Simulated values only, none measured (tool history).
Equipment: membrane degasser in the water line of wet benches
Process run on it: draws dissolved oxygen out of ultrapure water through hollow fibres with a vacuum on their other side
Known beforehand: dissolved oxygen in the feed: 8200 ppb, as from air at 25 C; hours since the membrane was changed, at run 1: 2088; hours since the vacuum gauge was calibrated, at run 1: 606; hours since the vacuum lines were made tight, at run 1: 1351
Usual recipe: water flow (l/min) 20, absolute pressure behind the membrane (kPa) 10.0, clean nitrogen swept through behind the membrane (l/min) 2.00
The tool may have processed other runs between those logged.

run,hour,water flow (l/min),absolute pressure behind the membrane (kPa),clean nitrogen swept through behind the membrane (l/min),hours since the membrane was changed,hours since the vacuum gauge was calibrated,hours since the vacuum lines were made tight,dissolved oxygen in the water behind the degasser (ppb),pressure that the water loses in the fibres (kPa)
1,0.0,20,10.0,2.00,2088,606,1351,316.8,45.14
2,66.4,20,10.0,2.00,2155,672,1418,311.2,44.78
3,120.1,20,10.0,2.00,2208,726,1471,318.6,44.66
4,163.9,20,10.0,2.00,2252,770,1515,311.6,44.68
5,196.7,16,10.0,2.00,2285,803,1548,248.4,35.36
6,256.3,20,10.0,1.64,2345,862,1607,343.8,44.29
7,289.9,20,8.8,1.64,2378,896,1641,308.8,44.40
8,327.4,20,8.8,1.64,2416,933,1679,314.0,44.17
9,377.3,20,10.0,2.00,2466,983,1728,311.1,44.19
10,430.3,23,10.0,2.00,2519,1036,1781,359.0,50.86
11,460.5,20,10.0,1.62,2549,1066,1812,349.9,44.27
12,510.8,20,10.0,2.00,2599,1117,1862,315.4,44.17
13,541.2,21,10.0,2.00,2629,1147,1892,330.3,46.13
# hour 574.7: gauge calibrated
14,609.7,21,10.0,2.00,2698,1216,1961,330.7,47.29
15,665.2,21,10.0,2.00,2753,1271,2016,329.5,47.36
16,694.2,21,10.0,2.00,2782,1300,2045,334.2,47.28
17,755.4,30,10.0,3.96,2844,1361,2107,361.0,67.23
18,794.9,25,14.4,2.00,2883,1401,2146,513.3,56.19
19,832.6,25,14.4,2.00,2921,1439,2184,516.8,55.40
20,862.6,29,15.0,3.75,2951,1469,2214,440.8,64.54
21,895.6,29,15.0,3.75,2984,1502,2247,452.7,63.98
22,928.9,29,15.0,3.75,3017,1535,2280,442.1,64.39
23,980.7,21,10.0,2.00,3069,1587,2332,329.4,46.49
24,1042.1,18,10.0,1.80,3130,1648,2393,295.7,39.74
25,1084.8,18,10.0,1.80,3173,1691,2436,293.4,39.41
26,1145.0,18,10.0,1.80,3233,1751,2496,296.4,39.38
27,1178.0,18,10.0,1.80,3266,1784,2529,292.0,39.30
# hour 1235.3: gauge calibrated
28,1241.7,20,7.0,0.85,3330,1848,2593,352.7,45.22
29,1283.0,16,15.5,1.17,3371,1889,2634,488.8,36.14
30,1333.7,20,10.0,2.00,3422,1940,2685,313.7,44.61
31,1373.2,20,10.0,2.07,3461,1979,2724,311.9,44.43

Hidden state at the last listed run before each entry between runs and at the first one after, where it differs:
Between runs 13 and 14: gauge calibrated (hour 574.7)
  drift of the gauge itself on loss_of_pressure_kpa, %: -2.35 -> -0.15
  measured value less the no-hidden-state value, pressure that the water loses in the fibres (kPa): -1.08 -> -0.04
Between runs 27 and 28: gauge calibrated (hour 1235.3)
  drift of the gauge itself on loss_of_pressure_kpa, %: -2.62 -> -0.03
  measured value less the no-hidden-state value, pressure that the water loses in the fibres (kPa): -1.03 -> +0.02

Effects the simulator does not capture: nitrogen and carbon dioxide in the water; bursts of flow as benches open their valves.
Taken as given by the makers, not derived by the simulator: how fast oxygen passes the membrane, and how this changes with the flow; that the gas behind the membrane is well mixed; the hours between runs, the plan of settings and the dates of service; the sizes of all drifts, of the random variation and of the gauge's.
